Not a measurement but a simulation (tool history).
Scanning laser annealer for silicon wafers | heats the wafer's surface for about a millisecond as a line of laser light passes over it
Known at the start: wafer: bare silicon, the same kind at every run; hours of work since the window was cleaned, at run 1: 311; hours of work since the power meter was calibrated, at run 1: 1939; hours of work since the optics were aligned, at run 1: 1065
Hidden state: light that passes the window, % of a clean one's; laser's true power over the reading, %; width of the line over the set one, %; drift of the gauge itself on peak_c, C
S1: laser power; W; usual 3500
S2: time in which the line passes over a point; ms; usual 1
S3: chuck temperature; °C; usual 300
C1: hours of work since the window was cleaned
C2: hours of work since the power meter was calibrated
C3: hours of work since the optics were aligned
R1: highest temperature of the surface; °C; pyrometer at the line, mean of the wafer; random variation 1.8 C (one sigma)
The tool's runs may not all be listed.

{"run": 1, "hour": 0.0, "S1": 3500, "S2": 1, "S3": 300, "C1": 311, "C2": 1939, "C3": 1065, "R1": 1010}
{"hour": 36.2, "done": "window over the wafer cleaned"}
{"run": 2, "hour": 42.1, "S1": 3230, "S2": 1, "S3": 300, "C1": 4, "C2": 1969, "C3": 1095, "R1": 973}
{"run": 3, "hour": 95.0, "S1": 3230, "S2": 1, "S3": 300, "C1": 43, "C2": 2007, "C3": 1133, "R1": 969}
{"run": 4, "hour": 163.5, "S1": 3230, "S2": 1, "S3": 300, "C1": 92, "C2": 2057, "C3": 1183, "R1": 964}
{"run": 5, "hour": 221.0, "S1": 3230, "S2": 1, "S3": 300, "C1": 134, "C2": 2099, "C3": 1225, "R1": 959}
{"run": 6, "hour": 259.7, "S1": 3500, "S2": 1, "S3": 300, "C1": 162, "C2": 2127, "C3": 1253, "R1": 1023}
{"run": 7, "hour": 299.0, "S1": 3500, "S2": 1, "S3": 300, "C1": 191, "C2": 2155, "C3": 1281, "R1": 1023}
{"run": 8, "hour": 347.9, "S1": 3500, "S2": 1, "S3": 300, "C1": 226, "C2": 2191, "C3": 1317, "R1": 1021}
{"run": 9, "hour": 382.8, "S1": 3500, "S2": 1, "S3": 295, "C1": 252, "C2": 2216, "C3": 1342, "R1": 1012}
{"run": 10, "hour": 412.0, "S1": 3500, "S2": 1, "S3": 300, "C1": 273, "C2": 2237, "C3": 1363, "R1": 1013}
{"run": 11, "hour": 450.2, "S1": 3500, "S2": 1, "S3": 340, "C1": 301, "C2": 2265, "C3": 1391, "R1": 1051}
{"hour": 501.5, "done": "window over the wafer cleaned"}
{"run": 12, "hour": 505.4, "S1": 3500, "S2": 1, "S3": 340, "C1": 3, "C2": 2304, "C3": 1430, "R1": 1083}
{"run": 13, "hour": 548.6, "S1": 3500, "S2": 1, "S3": 340, "C1": 34, "C2": 2335, "C3": 1461, "R1": 1074}
{"run": 14, "hour": 577.6, "S1": 3500, "S2": 1, "S3": 300, "C1": 55, "C2": 2356, "C3": 1482, "R1": 1030}
{"run": 15, "hour": 612.4, "S1": 3500, "S2": 1, "S3": 300, "C1": 81, "C2": 2382, "C3": 1507, "R1": 1033}
{"run": 16, "hour": 652.7, "S1": 3500, "S2": 1, "S3": 300, "C1": 110, "C2": 2411, "C3": 1537, "R1": 1028}
{"run": 17, "hour": 706.0, "S1": 3500, "S2": 1, "S3": 300, "C1": 149, "C2": 2450, "C3": 1576, "R1": 1023}
{"run": 18, "hour": 744.7, "S1": 3500, "S2": 1, "S3": 300, "C1": 177, "C2": 2478, "C3": 1604, "R1": 1020}
{"run": 19, "hour": 793.3, "S1": 3500, "S2": 1, "S3": 300, "C1": 212, "C2": 2513, "C3": 1639, "R1": 1016}
{"run": 20, "hour": 844.0, "S1": 3500, "S2": 1, "S3": 300, "C1": 249, "C2": 2550, "C3": 1676, "R1": 1009}
{"run": 21, "hour": 874.2, "S1": 3500, "S2": 1, "S3": 300, "C1": 271, "C2": 2572, "C3": 1698, "R1": 1010}
{"run": 22, "hour": 911.5, "S1": 3500, "S2": 1, "S3": 300, "C1": 298, "C2": 2599, "C3": 1725, "R1": 1007}
{"run": 23, "hour": 944.3, "S1": 3500, "S2": 0.96, "S3": 300, "C1": 322, "C2": 2623, "C3": 1749, "R1": 988}
{"hour": 961.7, "done": "optics aligned, line set to its width"}
{"hour": 972.0, "done": "window over the wafer cleaned"}
{"run": 24, "hour": 1013.3, "S1": 3500, "S2": 0.96, "S3": 300, "C1": 30, "C2": 2668, "C3": 36, "R1": 1041}
{"run": 25, "hour": 1050.2, "S1": 3374, "S2": 1.22, "S3": 300, "C1": 57, "C2": 2695, "C3": 63, "R1": 1080}
{"run": 26, "hour": 1091.0, "S1": 3644, "S2": 1, "S3": 316, "C1": 87, "C2": 2724, "C3": 93, "R1": 1102}
{"run": 27, "hour": 1160.5, "S1": 3401, "S2": 1.06, "S3": 336, "C1": 137, "C2": 2775, "C3": 143, "R1": 1068}
{"run": 28, "hour": 1221.9, "S1": 3401, "S2": 1.06, "S3": 336, "C1": 182, "C2": 2819, "C3": 188, "R1": 1066}
{"run": 29, "hour": 1283.9, "S1": 3401, "S2": 0.79, "S3": 290, "C1": 227, "C2": 2864, "C3": 233, "R1": 926}
{"run": 30, "hour": 1337.9, "S1": 3514, "S2": 1.22, "S3": 300, "C1": 266, "C2": 2904, "C3": 272, "R1": 1098}
{"run": 31, "hour": 1387.6, "S1": 3740, "S2": 1, "S3": 315, "C1": 302, "C2": 2940, "C3": 308, "R1": 1102}
{"hour": 1436.8, "done": "window over the wafer cleaned"}
{"run": 32, "hour": 1449.4, "S1": 3500, "S2": 1, "S3": 334, "C1": 9, "C2": 2983, "C3": 352, "R1": 1082}
{"run": 33, "hour": 1504.3, "S1": 3500, "S2": 1.09, "S3": 290, "C1": 49, "C2": 3023, "C3": 391, "R1": 1065}
{"run": 34, "hour": 1544.1, "S1": 3746, "S2": 0.82, "S3": 340, "C1": 78, "C2": 3052, "C3": 420, "R1": 1083}
{"run": 35, "hour": 1592.0, "S1": 3500, "S2": 1, "S3": 302, "C1": 113, "C2": 3087, "C3": 455, "R1": 1043}
{"run": 36, "hour": 1656.3, "S1": 3821, "S2": 0.83, "S3": 288, "C1": 160, "C2": 3134, "C3": 502, "R1": 1043}
{"run": 37, "hour": 1701.7, "S1": 3821, "S2": 0.83, "S3": 288, "C1": 193, "C2": 3167, "C3": 535, "R1": 1045}
{"run": 38, "hour": 1766.0, "S1": 3305, "S2": 0.73, "S3": 283, "C1": 239, "C2": 3213, "C3": 582, "R1": 876}
{"run": 39, "hour": 1831.8, "S1": 3731, "S2": 0.72, "S3": 311, "C1": 287, "C2": 3261, "C3": 629, "R1": 986}
{"run": 40, "hour": 1893.7, "S1": 3173, "S2": 1, "S3": 327, "C1": 332, "C2": 3306, "C3": 674, "R1": 958}
{"hour": 1900.2, "done": "window over the wafer cleaned"}
{"run": 41, "hour": 1950.1, "S1": 3500, "S2": 0.91, "S3": 316, "C1": 36, "C2": 3346, "C3": 714, "R1": 1023}

The same runs without the tool's hidden state, with the same run-to-run variation:
run=1 R1=1060
run=2 R1=993
run=3 R1=992
run=4 R1=993
run=5 R1=991
run=6 R1=1062
run=7 R1=1065
run=8 R1=1067
run=9 R1=1061
run=10 R1=1064
run=11 R1=1105
run=12 R1=1110
run=13 R1=1104
run=14 R1=1062
run=15 R1=1067
run=16 R1=1065
run=17 R1=1065
run=18 R1=1065
run=19 R1=1066
run=20 R1=1063
run=21 R1=1065
run=22 R1=1065
run=23 R1=1048
run=24 R1=1052
run=25 R1=1094
run=26 R1=1120
run=27 R1=1091
run=28 R1=1093
run=29 R1=955
run=30 R1=1138
run=31 R1=1147
run=32 R1=1097
run=33 R1=1085
run=34 R1=1105
run=35 R1=1070
run=36 R1=1075
run=37 R1=1080
run=38 R1=908
run=39 R1=1029
run=40 R1=1002
run=41 R1=1047
